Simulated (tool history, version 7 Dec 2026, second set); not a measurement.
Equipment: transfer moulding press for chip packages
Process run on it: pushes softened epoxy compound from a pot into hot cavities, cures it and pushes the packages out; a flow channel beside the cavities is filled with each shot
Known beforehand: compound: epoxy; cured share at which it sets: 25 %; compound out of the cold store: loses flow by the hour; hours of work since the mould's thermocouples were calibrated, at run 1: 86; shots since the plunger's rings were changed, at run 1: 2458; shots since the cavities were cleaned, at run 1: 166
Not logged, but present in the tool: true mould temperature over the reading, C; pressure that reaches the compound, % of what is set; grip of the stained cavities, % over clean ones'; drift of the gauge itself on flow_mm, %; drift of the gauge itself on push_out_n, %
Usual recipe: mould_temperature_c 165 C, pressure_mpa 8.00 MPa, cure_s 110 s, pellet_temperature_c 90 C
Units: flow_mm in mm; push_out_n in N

run	hour	mould_temperature_c	pressure_mpa	cure_s	pellet_temperature_c	hours of work since the mould's thermocouples were calibrated	shots since the plunger's rings were changed	shots since the cavities were cleaned	incoming compound's hours out of the cold store	flow_mm	push_out_n
1	0.0	165	8.00	110	90	86	2458	166	35.4	621	539
2	13.4	165	8.00	110	90	93	2574	282	36.6	619	595
3	24.3	167	8.00	110	90	99	2669	377	43.8	576	605
4	48.4	165	8.00	110	90	113	2877	585	38.0	599	686
5	61.5	165	8.00	110	92	120	2990	698	46.5	573	709
6	82.2	165	8.00	110	92	132	3169	877	31.6	629	731
# hour 107.7: cavities cleaned with cleaning compound and waxed
7	107.7	165	8.00	106	90	145	3377	0	29.7	642	451
8	123.1	165	8.00	106	90	154	3510	133	16.9	696	566
9	139.5	165	8.00	106	90	163	3652	275	34.5	609	601
10	160.2	165	8.00	106	90	174	3831	454	11.5	720	720
11	175.5	165	8.00	110	90	183	3964	587	11.8	704	714
12	198.3	165	8.00	110	82	196	4161	784	16.2	686	763
13	213.2	165	6.19	110	90	204	4290	913	10.8	622	779
# hour 216.5: mould's thermocouples calibrated
14	228.7	165	6.19	110	90	7	4407	1030	34.7	534	771
# hour 236.5: cavities cleaned with cleaning compound and waxed
15	245.5	165	6.19	110	90	15	4539	78	12.2	614	498
16	266.5	165	9.68	110	90	27	4721	260	33.5	661	590
17	280.3	165	9.68	110	90	35	4840	379	27.3	693	624
18	296.2	158	8.00	93	97	44	4977	516	36.4	621	1348
19	312.9	158	8.00	110	90	53	5123	662	47.0	567	1032
# hour 317.6: mould's thermocouples calibrated, once more
20	326.9	171	8.00	110	90	5	5226	765	27.3	604	591
21	349.0	171	8.00	110	90	17	5417	956	16.8	640	630
# hour 366.0: cavities cleaned with cleaning compound and waxed
22	366.0	171	8.00	110	90	26	5551	0	40.5	555	352
23	390.1	171	8.00	93	90	40	5760	209	8.3	685	558
24	407.4	165	6.72	110	90	49	5909	358	32.1	550	619
25	420.2	165	6.72	110	90	56	6020	469	29.6	556	656
26	440.8	171	6.01	108	85	68	6199	648	36.3	483	596
27	461.1	172	8.00	110	92	79	6374	823	12.9	646	613
# hour 479.0: plunger's sealing rings changed
28	485.7	164	6.55	110	92	92	58	1015	11.1	694	811
# hour 495.5: cavities cleaned with cleaning compound and waxed
29	501.5	165	8.00	133	90	99	181	52	44.8	612	391

Branching from run 29: 4 alternative next runs. What would each branch give?
A	519.1	165	8.00	102	95	109	334	205	44.4	?	?
B	519.1	166	8.00	133	90	109	334	205	28.3	?	?
C	519.1	160	8.00	116	88	109	334	205	11.2	?	?
D	519.1	168	8.00	110	90	109	334	205	22.0	?	?

run	flow_mm	push_out_n
A	602	574
B	668	470
C	783	699
D	690	484
Without the tool's hidden state the same runs would have given:
run	flow_mm	push_out_n
A	606	428
B	672	351
C	788	519
D	695	360

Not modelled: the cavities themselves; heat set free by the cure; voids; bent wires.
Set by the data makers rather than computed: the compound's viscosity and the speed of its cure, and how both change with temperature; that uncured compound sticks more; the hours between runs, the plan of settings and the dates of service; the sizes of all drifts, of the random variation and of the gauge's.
